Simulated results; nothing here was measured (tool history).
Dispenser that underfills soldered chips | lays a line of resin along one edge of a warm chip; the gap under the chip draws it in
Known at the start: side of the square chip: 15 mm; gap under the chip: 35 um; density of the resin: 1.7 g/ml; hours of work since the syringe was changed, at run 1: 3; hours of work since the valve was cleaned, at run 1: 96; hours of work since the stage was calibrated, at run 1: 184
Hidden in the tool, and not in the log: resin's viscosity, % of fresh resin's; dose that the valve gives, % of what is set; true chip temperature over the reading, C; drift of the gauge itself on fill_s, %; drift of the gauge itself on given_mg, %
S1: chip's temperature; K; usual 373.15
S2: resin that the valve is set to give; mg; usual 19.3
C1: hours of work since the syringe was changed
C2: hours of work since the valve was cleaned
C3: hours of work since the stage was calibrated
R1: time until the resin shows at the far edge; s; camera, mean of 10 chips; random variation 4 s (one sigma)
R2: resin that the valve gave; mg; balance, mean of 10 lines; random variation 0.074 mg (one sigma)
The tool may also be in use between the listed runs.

| run | hour | S1 | S2 | C1 | C2 | C3 | R1 | R2 |
|---|---|---|---|---|---|---|---|---|
| 1 | 0 | 373.15 | 19.3 | 3 | 96 | 184 | 509.3 | 17.97 |
|  | 3.2 | dispensing valve cleaned and set on the balance |
| 2 | 7.7 | 373.15 | 19.3 | 8 | 3 | 189 | 679.1 | 19.42 |
|  | 9 | new syringe of resin |
| 3 | 15.2 | 373.15 | 19.3 | 5 | 9 | 194 | 558.3 | 19.12 |
|  | 21.3 | new syringe of resin |
| 4 | 22.9 | 373.15 | 19.3 | 1 | 15 | 200 | 456.9 | 19.08 |
| 5 | 30.5 | 373.15 | 17.2 | 7 | 21 | 206 | 662.1 | 16.96 |
|  | 33.5 | new syringe of resin |
| 6 | 36.6 | 373.15 | 17.2 | 2 | 25 | 211 | 485.6 | 16.92 |
| 7 | 42.7 | 373.15 | 17.2 | 7 | 30 | 215 | 642.9 | 16.83 |
|  | 45.6 | new syringe of resin |
| 8 | 49.7 | 373.15 | 19.3 | 3 | 35 | 221 | 511.8 | 18.8 |
| 9 | 55.2 | 373.15 | 19.3 | 7 | 39 | 225 | 655.3 | 18.79 |
|  | 57.6 | new syringe of resin |
| 10 | 60.9 | 373.15 | 19.3 | 3 | 44 | 229 | 501.9 | 18.83 |
| 11 | 67.9 | 373.15 | 19.3 | 8 | 49 | 234 | 692.9 | 18.62 |
|  | 69.8 | new syringe of resin |
| 12 | 72.5 | 373.15 | 19.3 | 2 | 52 | 238 | 476.2 | 18.6 |
| 13 | 76.9 | 373.15 | 19.3 | 6 | 56 | 241 | 596.7 | 18.64 |
|  | 82.2 | new syringe of resin |
| 14 | 84.7 | 373.15 | 19.3 | 2 | 62 | 247 | 471.3 | 18.48 |
| 15 | 91.4 | 373.15 | 19.3 | 7 | 67 | 252 | 649.8 | 18.42 |
|  | 94.7 | new syringe of resin |
| 16 | 96.4 | 373.15 | 17.2 | 1 | 71 | 256 | 476.4 | 16.44 |
| 17 | 100.5 | 362.15 | 17.2 | 5 | 74 | 259 | 957.7 | 16.31 |
|  | 107.1 | new syringe of resin |
| 18 | 107.1 | 385.15 | 19.3 | 0 | 79 | 264 | 260.6 | 18.33 |
| 19 | 111.1 | 385.15 | 19.3 | 3 | 82 | 267 | 312.3 | 18.36 |
| 20 | 117.2 | 367.15 | 18.2 | 8 | 86 | 272 | 872.3 | 17.11 |
|  | 119.3 | new syringe of resin |
| 21 | 123.2 | 367.15 | 18.2 | 3 | 91 | 276 | 681.6 | 17.12 |
| 22 | 128.7 | 367.15 | 18.2 | 7 | 95 | 280 | 866.7 | 16.92 |
|  | 131.6 | new syringe of resin |
|  | 133.2 | dispensing valve cleaned and set on the balance |
| 23 | 134.8 | 386.15 | 17.2 | 2 | 1 | 284 | 288.2 | 17.15 |
| 24 | 141.2 | 386.15 | 17.2 | 7 | 6 | 289 | 379.2 | 17.29 |
|  | 144.8 | new syringe of resin |
| 25 | 146.7 | 386.15 | 22.1 | 1 | 10 | 293 | 270.2 | 21.99 |
| 26 | 154.3 | 373.15 | 21.6 | 7 | 16 | 299 | 649.9 | 21.3 |
|  | 157.1 | new syringe of resin |
| 27 | 161.6 | 373.15 | 21.6 | 3 | 22 | 305 | 529.1 | 21.14 |
| 28 | 165.8 | 370.15 | 23.4 | 7 | 25 | 308 | 718.1 | 22.97 |
|  | 169.5 | new syringe of resin |
| 29 | 172.8 | 370.15 | 23.4 | 3 | 30 | 313 | 559.6 | 22.86 |
| 30 | 178.5 | 370.15 | 23.4 | 7 | 35 | 317 | 726.8 | 22.77 |
|  | 181.7 | new syringe of resin |
| 31 | 183.1 | 370.15 | 23.4 | 1 | 38 | 321 | 507.6 | 22.66 |
| 32 | 190.5 | 377.15 | 17.1 | 7 | 44 | 327 | 565.4 | 16.56 |
|  | 193.6 | new syringe of resin |
| 33 | 197.4 | 377.15 | 17.1 | 3 | 49 | 332 | 447.4 | 16.38 |
| 34 | 200.7 | 366.15 | 20.1 | 6 | 51 | 334 | 812.8 | 19.34 |
| 35 | 204.8 | 366.15 | 20.1 | 9 | 54 | 337 | 968.1 | 19.26 |

Forecast each of these 3 alternatives for the next run:
|  | 205.8 | new syringe of resin |
| A | 212.1 | 365.15 | 21.9 | 5 | 60 | 343 | ? | ? |
|  | 205.8 | new syringe of resin |
| B | 212.1 | 373.15 | 19.9 | 5 | 60 | 343 | ? | ? |
|  | 205.8 | new syringe of resin |
| C | 212.1 | 368.15 | 17.5 | 5 | 60 | 343 | ? | ? |

| run | R1 | R2 |
|---|---|---|
| A | 821.8 | 20.97 |
| B | 577 | 19.05 |
| C | 743.8 | 16.77 |
Without the tool's hidden state the same runs would have given:
| run | R1 | R2 |
|---|---|---|
| A | 558.9 | 21.92 |
| B | 392.9 | 19.92 |
| C | 502.2 | 17.54 |

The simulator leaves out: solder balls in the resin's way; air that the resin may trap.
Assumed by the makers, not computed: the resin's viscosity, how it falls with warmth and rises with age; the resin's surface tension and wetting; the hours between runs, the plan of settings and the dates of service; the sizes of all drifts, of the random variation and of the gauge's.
